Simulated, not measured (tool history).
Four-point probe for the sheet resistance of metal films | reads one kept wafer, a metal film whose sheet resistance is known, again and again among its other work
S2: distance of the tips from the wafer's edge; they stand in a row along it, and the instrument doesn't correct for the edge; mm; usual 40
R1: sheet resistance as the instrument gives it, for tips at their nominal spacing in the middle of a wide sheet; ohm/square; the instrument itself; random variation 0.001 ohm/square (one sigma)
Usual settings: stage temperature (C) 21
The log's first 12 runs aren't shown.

{"run": 13, "day": 28.888, "stage temperature (C)": 21, "S2": 40, "R1": 5.133705}
{"run": 14, "day": 30.925, "stage temperature (C)": 21, "S2": 40, "R1": 5.133113}
{"day": 33.746, "done": "new probe head fitted"}
{"run": 15, "day": 33.746, "stage temperature (C)": 21, "S2": 40, "R1": 5.153664}
{"run": 16, "day": 35.65, "stage temperature (C)": 21, "S2": 40, "R1": 5.154616}
{"run": 17, "day": 38.092, "stage temperature (C)": 21, "S2": 40, "R1": 5.152022}
{"run": 18, "day": 39.771, "stage temperature (C)": 21, "S2": 40, "R1": 5.149937}
{"run": 19, "day": 41.154, "stage temperature (C)": 23, "S2": 40, "R1": 5.153953}
{"run": 20, "day": 43.771, "stage temperature (C)": 23, "S2": 40, "R1": 5.150794}
{"run": 21, "day": 46.471, "stage temperature (C)": 23, "S2": 40, "R1": 5.152084}
{"run": 22, "day": 48.562, "stage temperature (C)": 23, "S2": 40, "R1": 5.151893}
{"run": 23, "day": 50.388, "stage temperature (C)": 25, "S2": 19, "R1": 5.155553}
{"run": 24, "day": 53.188, "stage temperature (C)": 28, "S2": 44, "R1": 5.158037}
{"run": 25, "day": 54.442, "stage temperature (C)": 25, "S2": 6, "R1": 5.183308}
{"run": 26, "day": 56.6, "stage temperature (C)": 25, "S2": 6, "R1": 5.181167}
{"run": 27, "day": 58.442, "stage temperature (C)": 25, "S2": 6, "R1": 5.182967}

The next listed run, before its measurement:
{"run": 28, "day": 60.5, "stage temperature (C)": 25, "S2": 53, "R1": "?"}

{"run 28": {"R1": 5.151601}}
Without the tool's hidden state the same run would have given R1 5.170355 ohm/square.
